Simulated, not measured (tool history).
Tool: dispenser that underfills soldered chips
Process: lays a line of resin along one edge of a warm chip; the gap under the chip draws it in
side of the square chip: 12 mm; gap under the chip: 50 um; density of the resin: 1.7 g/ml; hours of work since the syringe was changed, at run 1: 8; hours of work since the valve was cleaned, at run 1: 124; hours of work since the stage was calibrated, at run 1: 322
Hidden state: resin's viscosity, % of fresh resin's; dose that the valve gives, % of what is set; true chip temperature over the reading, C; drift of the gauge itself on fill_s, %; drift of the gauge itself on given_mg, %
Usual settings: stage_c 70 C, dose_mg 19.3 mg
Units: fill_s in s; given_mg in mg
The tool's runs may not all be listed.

| run | hour | stage_c | dose_mg | hours of work since the syringe was changed | hours of work since the valve was cleaned | hours of work since the stage was calibrated | fill_s | given_mg |
|---|---|---|---|---|---|---|---|---|
| 1 | 0.0 | 70 | 19.3 | 8 | 124 | 322 | 331.9 | 17.19 |
|  | 2.9 | new syringe of resin |
| 2 | 12.8 | 70 | 21.3 | 7 | 132 | 330 | 294.0 | 18.81 |
|  | 18.3 | new syringe of resin |
|  | 19.3 | dispensing valve cleaned and set on the balance |
| 3 | 26.7 | 82 | 21.3 | 5 | 5 | 339 | 143.1 | 21.17 |
|  | 34.6 | new syringe of resin |
| 4 | 35.0 | 70 | 16.5 | 0 | 11 | 345 | 190.9 | 16.25 |
| 5 | 40.9 | 70 | 16.5 | 4 | 15 | 349 | 254.6 | 16.43 |
|  | 49.8 | new syringe of resin |
| 6 | 54.0 | 70 | 23.0 | 3 | 23 | 357 | 216.9 | 22.54 |
| 7 | 60.8 | 70 | 19.0 | 8 | 28 | 362 | 310.5 | 18.50 |
|  | 65.1 | new syringe of resin |
| 8 | 70.0 | 74 | 19.3 | 3 | 34 | 368 | 191.6 | 18.72 |
|  | 79.9 | new syringe of resin |
| 9 | 82.9 | 74 | 19.3 | 2 | 43 | 377 | 171.8 | 18.58 |
| 10 | 90.5 | 74 | 19.3 | 7 | 48 | 382 | 244.5 | 18.51 |
|  | 95.5 | new syringe of resin |
| 11 | 103.1 | 70 | 19.3 | 5 | 56 | 390 | 263.0 | 18.45 |
|  | 110.2 | new syringe of resin |
| 12 | 115.4 | 70 | 19.3 | 4 | 65 | 399 | 234.7 | 18.30 |
|  | 125.7 | new syringe of resin |
| 13 | 127.1 | 70 | 19.3 | 1 | 72 | 406 | 197.4 | 18.25 |
|  | 140.4 | new syringe of resin |
| 14 | 140.4 | 70 | 19.3 | 0 | 81 | 415 | 186.1 | 17.96 |
| 15 | 145.8 | 70 | 19.3 | 4 | 85 | 419 | 231.6 | 18.02 |
|  | 155.1 | new syringe of resin |
| 16 | 155.1 | 70 | 19.3 | 0 | 91 | 425 | 187.1 | 17.89 |
| 17 | 164.0 | 77 | 19.3 | 6 | 97 | 431 | 200.0 | 17.63 |
|  | 170.3 | new syringe of resin |
| 18 | 175.9 | 77 | 19.3 | 4 | 105 | 439 | 170.1 | 17.56 |
| 19 | 182.5 | 77 | 19.3 | 8 | 110 | 444 | 227.1 | 17.54 |
|  | 185.8 | new syringe of resin |
| 20 | 189.3 | 68 | 23.2 | 2 | 114 | 448 | 229.1 | 21.04 |
| 21 | 197.1 | 65 | 24.4 | 8 | 120 | 454 | 389.4 | 21.91 |
|  | 200.6 | new syringe of resin |
| 22 | 209.7 | 70 | 24.4 | 6 | 128 | 462 | 275.7 | 21.80 |
|  | 215.5 | new syringe of resin |
| 23 | 215.9 | 70 | 24.2 | 0 | 132 | 466 | 187.3 | 21.68 |
|  | 222.5 | dispensing valve cleaned and set on the balance |
| 24 | 227.2 | 71 | 19.3 | 7 | 3 | 473 | 281.0 | 19.21 |
|  | 231.4 | new syringe of resin |
| 25 | 239.1 | 71 | 19.3 | 5 | 11 | 481 | 245.9 | 19.23 |
|  | 246.8 | new syringe of resin |
| 26 | 246.8 | 64 | 17.5 | 0 | 16 | 486 | 246.4 | 17.20 |
| 27 | 255.4 | 77 | 17.5 | 6 | 22 | 492 | 195.9 | 17.12 |
|  | 261.7 | new syringe of resin |
| 28 | 264.4 | 67 | 19.3 | 2 | 28 | 498 | 235.5 | 18.73 |
|  | 276.4 | new syringe of resin |
| 29 | 276.4 | 67 | 20.5 | 0 | 36 | 506 | 204.3 | 19.80 |
| 30 | 286.9 | 55 | 25.0 | 7 | 43 | 513 | 613.8 | 24.03 |
|  | 291.0 | new syringe of resin |
| 31 | 300.3 | 68 | 19.3 | 6 | 52 | 522 | 309.8 | 18.34 |
|  | 306.3 | new syringe of resin |
| 32 | 311.5 | 68 | 19.3 | 4 | 60 | 530 | 250.0 | 18.11 |
| 33 | 320.4 | 68 | 19.3 | 10 | 66 | 536 | 381.2 | 18.01 |
|  | 321.8 | new syringe of resin |
| 34 | 328.9 | 55 | 22.6 | 5 | 71 | 541 | 530.6 | 21.22 |
| 35 | 334.8 | 77 | 17.5 | 9 | 76 | 545 | 238.7 | 16.33 |

3 ways to go on from here, each from the tool as it stands after run 35. What would each give?
|  | 336.6 | new syringe of resin |
| A | 345.9 | 70 | 17.1 | 6 | 83 | 553 | ? | ? |
|  | 336.6 | new syringe of resin |
| B | 345.9 | 57 | 22.0 | 6 | 83 | 553 | ? | ? |
|  | 336.6 | new syringe of resin |
| C | 345.9 | 77 | 22.6 | 6 | 83 | 553 | ? | ? |

| run | fill_s | given_mg |
|---|---|---|
| A | 276.4 | 15.85 |
| B | 525.6 | 20.32 |
| C | 190.9 | 20.93 |
Without the tool's hidden state the same runs would have given:
| run | fill_s | given_mg |
|---|---|---|
| A | 196.3 | 17.10 |
| B | 381.7 | 21.91 |
| C | 137.1 | 22.57 |
